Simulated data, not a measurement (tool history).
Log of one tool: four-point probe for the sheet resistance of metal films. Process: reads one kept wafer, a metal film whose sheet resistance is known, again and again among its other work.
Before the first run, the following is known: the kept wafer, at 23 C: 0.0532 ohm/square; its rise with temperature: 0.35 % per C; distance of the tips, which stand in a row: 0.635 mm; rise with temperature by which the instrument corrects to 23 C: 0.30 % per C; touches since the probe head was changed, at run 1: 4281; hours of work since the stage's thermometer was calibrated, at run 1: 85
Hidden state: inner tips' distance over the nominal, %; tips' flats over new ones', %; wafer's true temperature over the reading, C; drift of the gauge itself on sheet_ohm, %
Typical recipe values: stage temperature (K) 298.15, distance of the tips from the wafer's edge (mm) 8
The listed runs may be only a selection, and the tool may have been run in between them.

run	hour	stage temperature (K)	distance of the tips from the wafer's edge (mm)	touches since the probe head was changed	hours of work since the stage's thermometer was calibrated	sheet resistance as the instrument gives it (ohm/square)
1	0	298.15	8	4281	85	0.053425
2	8.6	303.15	8	4522	89	0.053565
3	18.7	306.15	8	4805	93	0.053629
4	25.4	306.15	8	4993	96	0.053617
5	41.2	306.15	8	5434	103	0.053622
6	49.3	306.15	4	5662	107	0.054152
7	64.3	298.15	8	6081	114	0.053456
8	75.8	297.15	8	6403	119	0.053408
9	84.5	297.15	8	6648	123	0.053397
10	98.9	297.15	8	7050	129	0.053391
11	112.9	298.15	5	7443	135	0.053703
12	125.6	298.15	5	7798	141	0.05371
13	135.8	298.15	5	8084	146	0.053701
14	146.9	304.15	8	8394	151	0.053577
15	158.1	298.15	8	8709	156	0.053424
16	172.4	298.15	8	9109	162	0.053435
17	187.6	298.15	15	9534	169	0.053295
# hour 188.8: stage's thermometer calibrated
18	201.9	298.15	4	9921	6	0.053966
19	208.5	298.15	8	10106	9	0.053412
20	215.3	298.15	10	10295	12	0.053338
21	224.6	298.15	10	10556	16	0.053355
22	233.3	307.15	10	10798	20	0.053577
# hour 237.7: stage's thermometer calibrated, once more
23	247.4	296.15	8	11181	4	0.053375
24	260.7	298.15	3	11553	10	0.054485
25	275	298.15	34	11954	17	0.053247
26	285.5	297.15	7	12248	21	0.053444
27	298.8	297.15	7	12619	27	0.053445
28	305.6	297.15	7	12809	30	0.053442
29	315.7	304.15	7	13094	35	0.053624
30	329.4	301.15	4	13476	41	0.054035
31	339	301.15	36	13744	45	0.053307
32	352.9	301.15	36	14134	51	0.053314
33	362.4	292.15	8	14401	56	0.05326
34	369.3	298.15	8	14595	59	0.053402
35	380.1	298.15	8	14897	64	0.053404
36	391.6	298.15	8	15218	69	0.053395
37	404.9	303.15	36	15592	75	0.053369
38	412.2	303.15	36	15796	78	0.053362

Pick out some run-to-run changes in sheet resistance as the instrument gives it (ohm/square). Of each, how much would a tool without hidden state show as well, from the settings, what came in and chance, and how much is left for the hidden state and any gauge scatter not in both results compared?
Run 1 -> 2: stage temperature (K) 298.15 -> 303.15. sheet resistance as the instrument gives it (ohm/square) +0.00014: hidden state -0.000002, all else +0.000142.
Run 5 -> 6: distance of the tips from the wafer's edge (mm) 8 -> 4. sheet resistance as the instrument gives it (ohm/square) +0.00053: hidden state -0.000002, all else +0.000532.
Run 17 -> 18: distance of the tips from the wafer's edge (mm) 15 -> 4, stage's thermometer calibrated. sheet resistance as the instrument gives it (ohm/square) +0.000671: hidden state -0.000002, all else +0.000673.
Run 23 -> 24: stage temperature (K) 296.15 -> 298.15, distance of the tips from the wafer's edge (mm) 8 -> 3. sheet resistance as the instrument gives it (ohm/square) +0.00111: hidden state -0.000001, all else +0.001111.
Run 24 -> 25: distance of the tips from the wafer's edge (mm) 3 -> 34. sheet resistance as the instrument gives it (ohm/square) -0.001238: hidden state -0.000001, all else -0.001237.
Run 30 -> 31: distance of the tips from the wafer's edge (mm) 4 -> 36. sheet resistance as the instrument gives it (ohm/square) -0.000728: hidden state +0, all else -0.000728.
